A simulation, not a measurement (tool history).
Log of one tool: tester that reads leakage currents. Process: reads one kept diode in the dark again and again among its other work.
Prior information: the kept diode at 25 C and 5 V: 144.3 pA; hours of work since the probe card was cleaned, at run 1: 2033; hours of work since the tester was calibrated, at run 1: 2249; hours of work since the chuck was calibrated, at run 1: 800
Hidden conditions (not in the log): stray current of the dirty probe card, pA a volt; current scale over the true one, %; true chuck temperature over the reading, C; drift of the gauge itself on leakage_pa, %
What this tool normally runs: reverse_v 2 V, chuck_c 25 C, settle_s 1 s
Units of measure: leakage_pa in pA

run    hour  reverse_v  chuck_c  settle_s  hours of work since the probe card was cleaned  hours of work since the tester was calibrated  hours of work since the chuck was calibrated  leakage_pa
  1       0          2       25         1                                            2033                                           2249                                           800      112.65
  2   120.5          2       25         1                                            2084                                           2301                                           851      113.05
  3     173          2       25         1                                            2107                                           2323                                           873      113.83
  4   247.8          2       25      1.09                                            2138                                           2355                                           905      113.57
      353.4  -- tester calibrated
  5   357.6       4.04       25         1                                            2184                                              2                                           951       146.2
  6   437.1       4.04       25         1                                            2218                                             36                                           985      147.38
  7   515.2       4.04       25         1                                            2251                                             69                                          1018      148.69
  8   610.5       4.04       25       8.6                                            2292                                            109                                          1059       146.5
  9   702.3       4.04       25       8.6                                            2331                                            148                                          1098      146.69
 10   764.8       4.04       25       8.6                                            2357                                            175                                          1124      148.48
 11   832.6       3.15       25         1                                            2386                                            204                                          1153      135.68
      897.2  -- tester calibrated, once more
 12   936.8       3.15       25         1                                            2430                                             17                                          1197      139.09
 13  1057.4       3.15       25         1                                            2481                                             68                                          1248      139.53
 14  1127.2       3.15       25         1                                            2511                                             98                                          1278         140
 15  1201.1          2       25         1                                            2542                                            129                                          1309      118.61
     1287.6  -- probe card cleaned and baked
 16  1294.6          2       25         1                                               3                                            168                                          1347      116.76
 17    1358          2       25         1                                              30                                            195                                          1374       116.3
 18  1462.8          2       25         1                                              75                                            239                                          1419      117.35
 19  1571.6          2       25         1                                             121                                            286                                          1465      117.22
 20  1635.9          2       25         1                                             148                                            313                                          1493      117.31
 21  1748.8          2       25         1                                             196                                            361                                          1541      118.63
 22  1847.5          2       25         1                                             238                                            403                                          1583      119.01
 23  1931.3          2       25         1                                             274                                            439                                          1618      118.62
 24  2008.5          2       25         1                                             307                                            471                                          1651      119.46
 25  2130.1          2       58      0.32                                             358                                            523                                          1703     1504.05
 26  2216.7          2       25      1.62                                             395                                            560                                          1740      119.64
 27  2273.1          2       25      1.62                                             419                                            584                                          1764      119.14
 28    2386          2       25      2.65                                             467                                            632                                          1812      119.92
 29  2458.1          2       25      2.65                                             498                                            663                                          1842      120.51
 30  2525.6       4.61       34         1                                             527                                            691                                          1871      338.96
 31  2582.8          2       25      8.61                                             551                                            716                                          1895      120.43
     2601.8  -- chuck's temperature calibrated
 32  2649.4        1.1       25      0.55                                             578                                            743                                            20       85.99
 33  2759.6       1.18       21      2.75                                             625                                            790                                            67       61.79
 34  2821.1       6.15       21      2.17                                             651                                            816                                            93      111.85
 35  2902.5       6.15       21      2.17                                             686                                            851                                           128      111.86
 36  2993.6       6.15       21      2.17                                             725                                            890                                           167      112.05
 37  3046.6          2       53         1                                             747                                            912                                           189      957.49
 38  3143.4          2       33      1.03                                             789                                            953                                           230      207.66
 39  3226.7       1.69       37      2.04                                             824                                            989                                           266      268.55
 40  3328.2       1.69       35      2.04                                             867                                           1032                                           309      230.96

Selected run-to-run steps in leakage_pa, each split into two signed amounts: the part the tool would show with no hidden state at all (from settings, incoming material and random variation), and the remainder, which goes to the hidden state together with any gauge scatter not common to the measured and the hidden-state-free results:
Run 24 -> 25: chuck_c 25 -> 58, settle_s 1 -> 0.32. leakage_pa +1384.59 pA: hidden state +126.5, all else +1258.09.
Run 25 -> 26: chuck_c 58 -> 25, settle_s 0.32 -> 1.62. leakage_pa -1384.41 pA: hidden state -125.81, all else -1258.6.
Run 29 -> 30: reverse_v 2 -> 4.61, chuck_c 25 -> 34, settle_s 2.65 -> 1. leakage_pa +218.45 pA: hidden state +25.17, all else +193.28.
Run 36 -> 37: reverse_v 6.15 -> 2, chuck_c 21 -> 53, settle_s 2.17 -> 1. leakage_pa +845.44 pA: hidden state -0.64, all else +846.08.
